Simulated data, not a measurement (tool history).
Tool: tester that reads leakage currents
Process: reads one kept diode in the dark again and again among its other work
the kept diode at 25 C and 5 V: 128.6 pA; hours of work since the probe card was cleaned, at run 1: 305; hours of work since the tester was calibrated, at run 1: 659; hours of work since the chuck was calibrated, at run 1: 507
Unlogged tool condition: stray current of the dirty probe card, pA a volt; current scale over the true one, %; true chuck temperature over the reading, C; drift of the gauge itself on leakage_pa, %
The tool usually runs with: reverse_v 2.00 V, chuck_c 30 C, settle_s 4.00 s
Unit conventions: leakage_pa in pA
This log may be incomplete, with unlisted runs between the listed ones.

run,hour,reverse_v,chuck_c,settle_s,hours of work since the probe card was cleaned,hours of work since the tester was calibrated,hours of work since the chuck was calibrated,leakage_pa
1,0.0,2.00,30,4.00,305,659,507,125.69
2,182.2,2.00,30,4.00,380,734,583,124.77
3,361.2,2.00,30,4.00,454,808,656,124.03
4,605.5,2.00,30,4.00,555,909,757,123.63
5,846.7,2.00,30,4.00,654,1008,857,121.94
6,961.8,2.00,30,4.00,702,1056,905,122.53
7,1162.0,2.00,30,4.00,784,1139,987,121.25
8,1399.2,2.00,30,4.00,882,1236,1085,120.44
9,1505.3,2.00,21,4.00,926,1280,1129,57.81
10,1729.9,2.00,21,4.00,1019,1373,1222,57.85
11,1863.1,2.00,21,4.00,1074,1428,1277,57.59
12,2118.9,14.39,30,4.00,1180,1534,1382,294.90
# hour 2370.6: probe card cleaned and baked
13,2370.6,2.00,26,4.00,0,1636,1485,81.47
14,2624.2,2.00,30,4.00,105,1741,1590,112.87
15,2770.1,2.00,58,4.00,165,1801,1650,928.52
# hour 2806.2: chuck's temperature calibrated
16,2876.1,2.00,30,4.00,208,1844,29,131.72
17,3108.4,2.00,30,4.00,304,1940,125,130.30
18,3354.7,2.00,30,7.92,406,2042,227,129.07
19,3475.2,2.00,29,4.00,455,2092,276,119.66
# hour 3490.2: tester calibrated
20,3608.8,10.10,40,0.78,510,49,331,577.69
21,3805.8,10.10,40,0.78,591,130,412,570.95
22,3980.8,10.10,40,0.78,663,203,484,570.87
23,4102.8,9.59,21,4.00,714,253,535,127.51
24,4263.4,2.00,22,2.33,780,319,601,66.36
25,4408.7,9.58,22,2.33,840,379,661,137.80
26,4575.3,3.24,22,2.33,909,448,730,81.94
# hour 4637.2: tester calibrated, once more
27,4806.0,2.06,37,0.38,1003,70,824,214.54
28,4977.7,1.70,22,4.00,1074,141,895,58.97
29,5082.1,4.33,45,4.37,1117,184,938,533.33
30,5200.9,4.33,45,4.37,1166,233,987,534.55
31,5447.5,5.07,57,4.37,1268,335,1089,1323.90
# hour 5483.5: probe card cleaned and baked
32,5607.0,5.07,57,4.37,51,399,1154,1320.88
33,5753.3,1.17,56,6.14,111,460,1214,650.52
34,5996.1,8.52,55,3.51,212,560,1315,1421.21
35,6151.6,8.52,34,3.51,276,624,1379,294.01
36,6377.0,2.28,41,0.44,369,717,1472,285.61
37,6572.8,2.28,35,0.44,450,798,1553,178.03
38,6764.6,4.32,31,0.57,529,877,1632,171.05

What would each run have given without the hidden state, its run-to-run variation left as it was?
run,leakage_pa
1,131.67
2,131.33
3,131.16
4,131.50
5,130.68
6,131.66
7,131.01
8,131.02
9,61.79
10,61.99
11,61.82
12,306.70
13,94.51
14,131.32
15,1059.15
16,131.51
17,130.94
18,130.74
19,121.53
20,581.05
21,577.02
22,579.05
23,122.24
24,67.34
25,132.69
26,82.56
27,232.37
28,62.84
29,580.91
30,584.14
31,1458.05
32,1471.56
33,728.79
34,1603.57
35,336.03
36,329.47
37,207.18
38,199.07

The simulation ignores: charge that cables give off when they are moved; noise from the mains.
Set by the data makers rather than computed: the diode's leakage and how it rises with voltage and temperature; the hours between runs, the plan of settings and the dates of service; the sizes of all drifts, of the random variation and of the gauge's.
